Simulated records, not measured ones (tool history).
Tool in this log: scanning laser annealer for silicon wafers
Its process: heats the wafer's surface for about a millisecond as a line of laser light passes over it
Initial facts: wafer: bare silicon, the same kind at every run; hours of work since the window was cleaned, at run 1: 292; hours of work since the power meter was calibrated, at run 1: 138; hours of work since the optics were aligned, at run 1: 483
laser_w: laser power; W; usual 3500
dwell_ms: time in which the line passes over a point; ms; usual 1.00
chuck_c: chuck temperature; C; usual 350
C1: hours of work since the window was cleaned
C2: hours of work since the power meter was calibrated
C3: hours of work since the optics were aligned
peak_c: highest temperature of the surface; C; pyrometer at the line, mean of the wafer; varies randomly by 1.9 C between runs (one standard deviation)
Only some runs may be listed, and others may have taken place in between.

Run 1, hour 0.0: usual settings; C1 292; C2 138; C3 483. Result: peak_c 1142 C.
Run 2, hour 15.8: usual settings; C1 304; C2 150; C3 495. Result: peak_c 1142 C.
Run 3, hour 25.1: usual settings but dwell_ms 1.16 ms; C1 311; C2 157; C3 502. Result: peak_c 1199 C.
Run 4, hour 39.4: usual settings but laser_w 3607 W; C1 322; C2 168; C3 513. Result: peak_c 1166 C.
Run 5, hour 50.3: usual settings but laser_w 3277 W; C1 331; C2 176; C3 521. Result: peak_c 1094 C.
At hour 53.4: window over the wafer cleaned.
Run 6, hour 60.8: usual settings but laser_w 3277 W; C1 6; C2 183; C3 527. Result: peak_c 1086 C.
Run 7, hour 76.6: usual settings; C1 18; C2 195; C3 539. Result: peak_c 1134 C.
Run 8, hour 92.5: usual settings but chuck_c 333 C; C1 30; C2 207; C3 551. Result: peak_c 1117 C.
Run 9, hour 99.3: usual settings but laser_w 3050 W, dwell_ms 1.08 ms, chuck_c 374 C; C1 35; C2 212; C3 557. Result: peak_c 1086 C.
Run 10, hour 109.9: usual settings but laser_w 3050 W, dwell_ms 1.08 ms, chuck_c 352 C; C1 43; C2 220; C3 565. Result: peak_c 1063 C.
Run 11, hour 118.4: usual settings but laser_w 3314 W, dwell_ms 0.90 ms; C1 49; C2 227; C3 571. Result: peak_c 1058 C.
At hour 128.1: window over the wafer cleaned, once more.
Run 12, hour 134.1: usual settings but laser_w 3384 W; C1 5; C2 237; C3 582. Result: peak_c 1126 C.
Run 13, hour 147.0: usual settings but laser_w 3108 W, dwell_ms 1.07 ms, chuck_c 334 C; C1 14; C2 247; C3 591. Result: peak_c 1070 C.
Run 14, hour 157.3: usual settings but laser_w 3369 W, dwell_ms 0.90 ms, chuck_c 338 C; C1 22; C2 255; C3 599. Result: peak_c 1072 C.
Run 15, hour 171.2: usual settings but laser_w 3701 W, dwell_ms 0.91 ms, chuck_c 364 C; C1 33; C2 265; C3 610. Result: peak_c 1171 C.
Run 16, hour 184.5: usual settings but dwell_ms 1.07 ms, chuck_c 323 C; C1 43; C2 275; C3 620. Result: peak_c 1149 C.

What if the next run were any one of these 3? Each begins from the tool's condition after run 16:
Run A, hour 197.3: usual settings but laser_w 3848 W, dwell_ms 0.98 ms, chuck_c 365 C; C1 53; C2 285; C3 630. Result: peak_c ?.
Run B, hour 197.3: usual settings but chuck_c 348 C; C1 53; C2 285; C3 630. Result: peak_c ?.
Run C, hour 197.3: usual settings but laser_w 3200 W, chuck_c 357 C; C1 53; C2 285; C3 630. Result: peak_c ?.

run  peak_c
  A    1231
  B    1148
  C    1090
With the hidden condition removed and each run's random variation left untouched, the same runs would have given:
run  peak_c
  A    1243
  B    1159
  C    1100
